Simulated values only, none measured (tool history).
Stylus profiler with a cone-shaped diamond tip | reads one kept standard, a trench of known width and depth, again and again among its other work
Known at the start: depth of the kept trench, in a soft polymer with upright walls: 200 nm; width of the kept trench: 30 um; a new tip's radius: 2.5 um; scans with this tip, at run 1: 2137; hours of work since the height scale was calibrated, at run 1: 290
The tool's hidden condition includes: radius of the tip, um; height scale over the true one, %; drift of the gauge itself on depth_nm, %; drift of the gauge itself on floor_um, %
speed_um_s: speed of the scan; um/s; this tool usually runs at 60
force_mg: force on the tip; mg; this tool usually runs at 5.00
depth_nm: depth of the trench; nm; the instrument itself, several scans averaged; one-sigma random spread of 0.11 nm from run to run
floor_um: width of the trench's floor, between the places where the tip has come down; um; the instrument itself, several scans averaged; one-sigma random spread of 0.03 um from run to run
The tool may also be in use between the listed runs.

run	day	speed_um_s	force_mg	scans with this tip	hours of work since the height scale was calibrated	depth_nm	floor_um
1	0.000	60	5.00	2137	290	203.07	27.84
2	0.550	60	5.00	2183	297	203.04	27.85
3	0.988	60	5.00	2219	301	203.06	27.83
4	1.333	60	5.00	2248	305	203.11	27.92
5	2.142	60	6.46	2316	315	203.64	27.85
6	2.917	60	6.46	2381	323	203.65	27.85
7	3.446	60	5.00	2425	329	202.85	27.82
8	3.867	60	5.00	2461	334	202.95	27.86
9	4.371	60	2.14	2503	340	201.92	27.78
10	5.021	60	2.14	2557	347	201.72	27.78
11	5.529	27	5.00	2600	353	203.21	27.92
12	6.088	31	1.83	2647	360	201.84	27.92
13	6.429	47	2.76	2675	363	202.09	27.84
14	6.779	37	2.03	2704	367	201.74	27.85
15	7.183	21	5.57	2739	372	203.20	27.94
16	7.975	21	5.57	2805	381	203.30	27.94
17	8.583	97	1.76	2856	388	201.66	27.49
18	9.229	31	4.45	2910	395	202.96	27.92
19	9.871	160	7.94	2964	403	204.06	27.64
20	10.662	46	5.00	3030	412	203.04	27.94
21	11.129	88	5.51	3069	417	203.26	27.75

Below are 3 alternative next runs, each starting from the tool's condition after run 21. Predict each:
A	11.783	124	5.00	3124	424	?	?
B	11.783	88	6.07	3124	424	?	?
C	11.783	47	4.95	3124	424	?	?

run	depth_nm	floor_um
A	203.07	27.67
B	203.42	27.78
C	203.16	27.85
Had the tool no hidden state, the same runs would have come out as:
run	depth_nm	floor_um
A	203.06	27.67
B	203.41	27.78
C	203.16	27.85
